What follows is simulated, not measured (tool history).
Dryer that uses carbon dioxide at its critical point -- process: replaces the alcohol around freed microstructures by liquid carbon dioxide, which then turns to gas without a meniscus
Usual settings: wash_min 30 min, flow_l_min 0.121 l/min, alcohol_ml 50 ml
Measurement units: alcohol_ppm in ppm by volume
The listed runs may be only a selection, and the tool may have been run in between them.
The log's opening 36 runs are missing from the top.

run   hour  wash_min  flow_l_min  alcohol_ml  alcohol_ppm
 37  302.9        26       0.121          50          693
 38  308.4        23       0.077          34         4095
 39  319.2        30       0.121          43          334
 40  329.1        30       0.121          43          349
 41  338.2        46       0.121          50           98
 42  344.6        19       0.080         105        19113
 43  353.0        25       0.124          50          824
 44  365.5        25       0.121          75         1370
 45  373.8        35       0.121          26          158
 46  382.9        35       0.121          26          162

Below are 3 alternative next runs, each starting from the tool's condition after run 46. Predict each:
  A  390.0        30       0.161          50            ?
  B  390.0        22       0.121          50            ?
  C  390.0        35       0.121         108            ?

run  alcohol_ppm
  A          135
  B         1692
  C          377
Without the tool's hidden state the same runs would have given:
run  alcohol_ppm
  A           16
  B          820
  C          100

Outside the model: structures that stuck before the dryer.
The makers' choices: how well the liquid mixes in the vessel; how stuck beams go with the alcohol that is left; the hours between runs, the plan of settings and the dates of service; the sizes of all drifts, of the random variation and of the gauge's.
